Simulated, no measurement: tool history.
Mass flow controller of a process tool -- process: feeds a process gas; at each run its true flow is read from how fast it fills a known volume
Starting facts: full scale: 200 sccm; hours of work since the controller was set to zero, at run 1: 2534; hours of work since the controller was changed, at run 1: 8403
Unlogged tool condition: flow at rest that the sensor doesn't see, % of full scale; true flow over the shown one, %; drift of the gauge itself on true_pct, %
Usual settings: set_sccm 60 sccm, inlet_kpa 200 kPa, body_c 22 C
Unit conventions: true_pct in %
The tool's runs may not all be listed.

run    hour  set_sccm  inlet_kpa  body_c  hours of work since the controller was set to zero  hours of work since the controller was changed  true_pct
  1     0.0        60        200      22                                                2534                                            8403     93.74
  2   430.9        60        200      22                                                2769                                            8638     93.35
  3   832.3        60        200      22                                                2988                                            8857     93.33
  4  1283.1        60        200      22                                                3234                                            9103     93.10
  5  1610.1        60        200      22                                                3412                                            9282     92.77
  6  1852.8        60        176      22                                                3545                                            9414     92.91
  7  2167.6        85        255      25                                                3716                                            9586     93.45
  8  2669.1        23        140      33                                                3990                                            9859     87.97
  9  2912.2        23        140      33                                                4123                                            9992     87.82
 10  3324.8        23        203      26                                                4348                                           10217     86.68
 11  3707.0        23        203      26                                                4556                                           10425     86.27
 12  4059.8        84        222      22                                                4749                                           10618     92.85

Forecast each of these 4 alternatives for the next run:
  A  4502.5        99        179      29                                                4990                                           10859         ?
  B  4502.5       122        222      25                                                4990                                           10859         ?
  C  4502.5       179        254      22                                                4990                                           10859         ?
  D  4502.5        30        200      27                                                4990                                           10859         ?

run  true_pct
  A     93.79
  B     93.94
  C     95.24
  D     87.58
Without the tool's unlogged condition, the same runs would have read:
run  true_pct
  A     98.69
  B     98.45
  C     99.20
  D     97.25

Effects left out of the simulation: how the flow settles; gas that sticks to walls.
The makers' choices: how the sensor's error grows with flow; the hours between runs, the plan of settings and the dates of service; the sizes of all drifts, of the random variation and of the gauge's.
